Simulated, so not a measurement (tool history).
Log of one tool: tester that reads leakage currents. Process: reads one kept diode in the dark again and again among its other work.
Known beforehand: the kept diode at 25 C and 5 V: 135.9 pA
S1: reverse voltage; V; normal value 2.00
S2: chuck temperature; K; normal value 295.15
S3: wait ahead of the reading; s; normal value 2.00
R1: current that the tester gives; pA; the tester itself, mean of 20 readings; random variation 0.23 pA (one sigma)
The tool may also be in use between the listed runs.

run 1 hour=0.0 | S1=2.00 S2=295.15 S3=2.00 | R1=74.22
run 2 hour=82.9 | S1=2.00 S2=295.15 S3=2.00 | R1=74.64
run 3 hour=163.8 | S1=2.00 S2=294.15 S3=2.00 | R1=69.55
run 4 hour=269.2 | S1=2.00 S2=310.15 S3=2.00 | R1=223.62
run 5 hour=320.7 | S1=2.00 S2=295.15 S3=2.00 | R1=76.02
run 6 hour=421.1 | S1=2.00 S2=295.15 S3=2.00 | R1=76.93
run 7 hour=481.7 | S1=2.00 S2=295.15 S3=1.28 | R1=77.55
run 8 hour=528.2 | S1=2.00 S2=295.15 S3=1.28 | R1=77.77
run 9 hour=601.2 | S1=2.00 S2=295.15 S3=1.28 | R1=78.09
-- hour=612.1 chuck's temperature calibrated
run 10 hour=658.0 | S1=2.00 S2=295.15 S3=1.28 | R1=79.00
run 11 hour=728.8 | S1=2.00 S2=295.15 S3=1.28 | R1=79.27
run 12 hour=795.7 | S1=1.25 S2=295.15 S3=2.00 | R1=65.04
run 13 hour=885.3 | S1=1.25 S2=295.15 S3=2.00 | R1=66.16
-- hour=921.0 chuck's temperature calibrated, once more
run 14 hour=939.7 | S1=5.01 S2=295.15 S3=2.00 | R1=116.37
run 15 hour=994.9 | S1=1.07 S2=295.15 S3=2.00 | R1=59.10
run 16 hour=1085.6 | S1=1.07 S2=295.15 S3=2.00 | R1=59.65
run 17 hour=1188.2 | S1=16.66 S2=297.15 S3=5.81 | R1=238.19
run 18 hour=1262.7 | S1=16.66 S2=297.15 S3=5.81 | R1=240.63
run 19 hour=1316.6 | S1=12.19 S2=307.15 S3=5.82 | R1=404.24
run 20 hour=1378.5 | S1=12.19 S2=307.15 S3=5.82 | R1=407.38
run 21 hour=1435.8 | S1=2.00 S2=294.15 S3=2.00 | R1=74.68
-- hour=1446.7 probe card cleaned and baked
run 22 hour=1548.1 | S1=2.00 S2=317.15 S3=1.29 | R1=365.04
run 23 hour=1657.7 | S1=2.00 S2=299.15 S3=1.68 | R1=105.13
run 24 hour=1723.3 | S1=2.89 S2=300.15 S3=0.50 | R1=133.19
run 25 hour=1824.1 | S1=5.71 S2=295.15 S3=9.75 | R1=121.83
run 26 hour=1930.3 | S1=5.71 S2=295.15 S3=9.75 | R1=123.11

Below are 5 alternative next runs, each starting from the tool's condition after run 26. Predict each:
run A hour=2035.2 | S1=5.71 S2=323.15 S3=0.88 | R1=?
run B hour=2035.2 | S1=5.71 S2=296.15 S3=7.12 | R1=?
run C hour=2035.2 | S1=2.00 S2=299.15 S3=0.97 | R1=?
run D hour=2035.2 | S1=7.98 S2=332.15 S3=1.11 | R1=?
run E hour=2035.2 | S1=5.75 S2=309.15 S3=2.39 | R1=?

run=A R1=854.03
run=B R1=134.90
run=C R1=107.59
run=D R1=1694.66
run=E R1=336.95
What these runs would have given with no unlogged condition in the tool:
run=A R1=815.49
run=B R1=124.03
run=C R1=100.97
run=D R1=1624.94
run=E R1=317.71
